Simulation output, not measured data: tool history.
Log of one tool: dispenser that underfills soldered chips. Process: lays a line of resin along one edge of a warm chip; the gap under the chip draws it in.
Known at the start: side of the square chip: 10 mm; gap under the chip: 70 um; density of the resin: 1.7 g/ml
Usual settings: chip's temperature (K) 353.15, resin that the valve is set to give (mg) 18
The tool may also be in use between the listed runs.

| run | hour | chip's temperature (K) | resin that the valve is set to give (mg) | time until the resin shows at the far edge (s) | resin that the valve gave (mg) |
|---|---|---|---|---|---|
| 1 | 0 | 353.15 | 18 | 78.8 | 17.32 |
|  | 2 | dispensing valve cleaned and set on the balance |
|  | 3 | new syringe of resin |
|  | 11.5 | new syringe of resin |
| 2 | 12.2 | 353.15 | 18 | 56.9 | 17.98 |
| 3 | 18.2 | 353.15 | 18 | 78.7 | 17.83 |
|  | 19.9 | new syringe of resin |
|  | 28.7 | new syringe of resin |
| 4 | 28.7 | 353.15 | 18 | 53.8 | 17.87 |
| 5 | 35 | 353.15 | 18 | 75.7 | 17.94 |
|  | 37 | new syringe of resin |
| 6 | 40.2 | 353.15 | 18 | 64.2 | 17.75 |
|  | 46.1 | new syringe of resin |
| 7 | 47.1 | 353.15 | 18 | 55.5 | 17.68 |
|  | 54.9 | new syringe of resin |
| 8 | 56.2 | 343.15 | 18 | 80.9 | 17.77 |
|  | 63.6 | new syringe of resin |
| 9 | 65.9 | 361.15 | 18 | 47.4 | 17.63 |
| 10 | 71.2 | 361.15 | 18 | 64.5 | 17.64 |
|  | 72.3 | new syringe of resin |
| 11 | 76.3 | 361.15 | 18 | 54.8 | 17.4 |
|  | 80.8 | new syringe of resin |
| 12 | 85.1 | 361.15 | 18 | 54.1 | 17.37 |
|  | 89.2 | new syringe of resin |
| 13 | 91.9 | 361.15 | 18 | 51 | 17.46 |
|  | 97.9 | new syringe of resin |
|  | 98.9 | dispensing valve cleaned and set on the balance |
| 14 | 103.3 | 361.15 | 18 | 54 | 18.09 |
|  | 107.6 | new syringe of resin |
| 15 | 111.6 | 354.15 | 23.2 | 64.1 | 23.03 |
|  | 116.4 | new syringe of resin |
| 16 | 120.4 | 368.15 | 18.9 | 43.9 | 18.77 |
|  | 125.3 | new syringe of resin |
| 17 | 131.3 | 361.15 | 23.2 | 58.9 | 22.96 |
|  | 134.4 | new syringe of resin |
| 18 | 141.3 | 360.15 | 21.2 | 64.5 | 20.86 |
|  | 143.4 | new syringe of resin |
|  | 152.1 | new syringe of resin |
| 19 | 152.9 | 343.15 | 16.1 | 81.5 | 15.91 |
|  | 160.4 | new syringe of resin |
| 20 | 161 | 367.15 | 16.2 | 38.8 | 15.88 |
|  | 169.5 | new syringe of resin |
| 21 | 170.4 | 353.15 | 19.9 | 55.3 | 19.38 |
|  | 178.2 | new syringe of resin |
| 22 | 179 | 351.15 | 19.9 | 61.2 | 19.39 |
| 23 | 185.7 | 368.15 | 23.2 | 52.5 | 22.4 |
|  | 186.8 | new syringe of resin |
| 24 | 193.1 | 363.15 | 19.7 | 57.3 | 19.09 |

3 ways to go on from here, each from the tool as it stands after run 24. What would each give?
|  | 195.4 | dispensing valve cleaned and set on the balance |
|  | 196.3 | new syringe of resin |
| A | 203.1 | 361.15 | 17.3 | ? | ? |
|  | 195.4 | dispensing valve cleaned and set on the balance |
|  | 196.3 | new syringe of resin |
| B | 203.1 | 357.15 | 17.1 | ? | ? |
|  | 195.4 | dispensing valve cleaned and set on the balance |
|  | 196.3 | new syringe of resin |
| C | 203.1 | 364.15 | 15.5 | ? | ? |

| run | time until the resin shows at the far edge (s) | resin that the valve gave (mg) |
|---|---|---|
| A | 62 | 17.31 |
| B | 72.1 | 17 |
| C | 58.6 | 15.46 |
Without the tool's hidden state the same runs would have given:
| run | time until the resin shows at the far edge (s) | resin that the valve gave (mg) |
|---|---|---|
| A | 39.3 | 17.37 |
| B | 45.8 | 17.06 |
| C | 37.2 | 15.51 |
